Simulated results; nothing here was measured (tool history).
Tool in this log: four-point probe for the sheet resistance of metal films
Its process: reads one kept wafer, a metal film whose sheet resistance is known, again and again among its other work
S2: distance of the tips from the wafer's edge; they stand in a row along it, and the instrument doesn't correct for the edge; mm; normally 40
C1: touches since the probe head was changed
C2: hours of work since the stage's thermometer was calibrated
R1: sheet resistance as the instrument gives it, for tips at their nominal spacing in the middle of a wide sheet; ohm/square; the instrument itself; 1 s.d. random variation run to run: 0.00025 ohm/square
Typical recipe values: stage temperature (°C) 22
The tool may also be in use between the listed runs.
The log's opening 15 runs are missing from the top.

{"run": 16, "hour": 164.4, "stage temperature (°C)": 22, "S2": 4, "C1": 8972, "C2": 204, "R1": 1.23874}
{"run": 17, "hour": 174.9, "stage temperature (°C)": 22, "S2": 4, "C1": 9168, "C2": 211, "R1": 1.238405}
{"run": 18, "hour": 181.7, "stage temperature (°C)": 22, "S2": 4, "C1": 9295, "C2": 215, "R1": 1.238538}
{"run": 19, "hour": 188.2, "stage temperature (°C)": 22, "S2": 4, "C1": 9417, "C2": 219, "R1": 1.238672}
{"run": 20, "hour": 202.7, "stage temperature (°C)": 22, "S2": 8, "C1": 9688, "C2": 229, "R1": 1.230779}
{"run": 21, "hour": 210.5, "stage temperature (°C)": 23, "S2": 6, "C1": 9833, "C2": 234, "R1": 1.232814}
{"run": 22, "hour": 225.2, "stage temperature (°C)": 19, "S2": 74, "C1": 10108, "C2": 243, "R1": 1.228932}
{"run": 23, "hour": 233.8, "stage temperature (°C)": 19, "S2": 74, "C1": 10269, "C2": 249, "R1": 1.228873}
{"run": 24, "hour": 247.8, "stage temperature (°C)": 19, "S2": 74, "C1": 10529, "C2": 257, "R1": 1.228936}
{"run": 25, "hour": 255.7, "stage temperature (°C)": 19, "S2": 14, "C1": 10678, "C2": 263, "R1": 1.229728}
{"run": 26, "hour": 266.7, "stage temperature (°C)": 22, "S2": 14, "C1": 10883, "C2": 270, "R1": 1.229185}
{"run": 27, "hour": 277.2, "stage temperature (°C)": 18, "S2": 6, "C1": 11080, "C2": 276, "R1": 1.233664}

Run 28 comes next. What will it give?
{"run": 28, "hour": 284.3, "stage temperature (°C)": 32, "S2": 6, "C1": 11212, "C2": 281, "R1": "?"}

{"run 28": {"R1": 1.231321}}
If the tool had no hidden condition, the same run with the same run-to-run variation would have returned R1 1.233771 ohm/square.
